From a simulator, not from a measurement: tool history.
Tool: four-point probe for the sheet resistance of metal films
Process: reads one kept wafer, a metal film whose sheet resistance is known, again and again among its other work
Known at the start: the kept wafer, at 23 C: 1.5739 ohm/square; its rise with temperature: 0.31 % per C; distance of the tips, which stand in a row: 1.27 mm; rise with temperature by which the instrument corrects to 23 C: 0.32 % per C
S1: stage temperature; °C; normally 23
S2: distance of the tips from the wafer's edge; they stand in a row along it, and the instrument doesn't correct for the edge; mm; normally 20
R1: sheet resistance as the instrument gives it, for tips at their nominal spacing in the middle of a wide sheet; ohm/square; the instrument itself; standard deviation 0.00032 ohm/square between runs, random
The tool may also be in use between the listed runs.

run,hour,S1,S2,R1
1,0.0,23,20,1.577618
2,76.1,23,20,1.577488
3,156.6,23,42,1.574446
4,210.2,23,18,1.578081
5,279.0,23,20,1.577448
6,344.7,29,20,1.576102
7,457.2,23,20,1.577600
8,583.8,23,20,1.577648
9,662.9,23,5,1.627109
10,736.0,23,5,1.626869
11,832.3,23,5,1.627085
12,964.7,23,5,1.626846
13,1079.0,21,5,1.627603
14,1135.4,21,5,1.626948
15,1254.4,21,5,1.626358
16,1361.1,23,58,1.574185
17,1434.5,20,20,1.577869
18,1543.0,23,20,1.577214
19,1613.6,23,20,1.577522
20,1686.1,23,20,1.577329
21,1777.0,23,20,1.577634
22,1883.2,23,20,1.578154
23,1987.3,23,20,1.577085
24,2089.5,21,9,1.591246
25,2150.2,28,16,1.578111
26,2264.3,20,14,1.581066
27,2379.7,29,3,1.711259
28,2484.3,18,4,1.655929
29,2614.4,31,14,1.580693
30,2683.9,28,25,1.575909
31,2816.0,24,42,1.574625
32,2898.0,24,42,1.574684
33,2993.2,29,33,1.574651
34,3071.4,29,7,1.600445
35,3179.7,31,25,1.574546
36,3241.6,31,15,1.578816
# hour 3271.0: stage's thermometer calibrated
37,3320.1,32,21,1.575462
38,3426.5,26,8,1.594666
# hour 3453.0: new probe head fitted
39,3489.5,26,8,1.594625
40,3578.3,29,4,1.653678
41,3666.9,19,4,1.655752
42,3797.0,31,9,1.589358
43,3852.0,31,9,1.589698
44,3980.4,33,10,1.586534

5 ways to go on from here, each from the tool as it stands after run 44. What would each give?
A,4088.4,23,49,?
B,4088.4,23,20,?
C,4088.4,34,37,?
D,4088.4,23,20,?
E,4088.4,33,62,?

run,R1
A,1.574320
B,1.577592
C,1.573534
D,1.577306
E,1.573530
Had the tool no hidden state, the same runs would have come out as:
run,R1
A,1.574182
B,1.577453
C,1.573396
D,1.577167
E,1.573391

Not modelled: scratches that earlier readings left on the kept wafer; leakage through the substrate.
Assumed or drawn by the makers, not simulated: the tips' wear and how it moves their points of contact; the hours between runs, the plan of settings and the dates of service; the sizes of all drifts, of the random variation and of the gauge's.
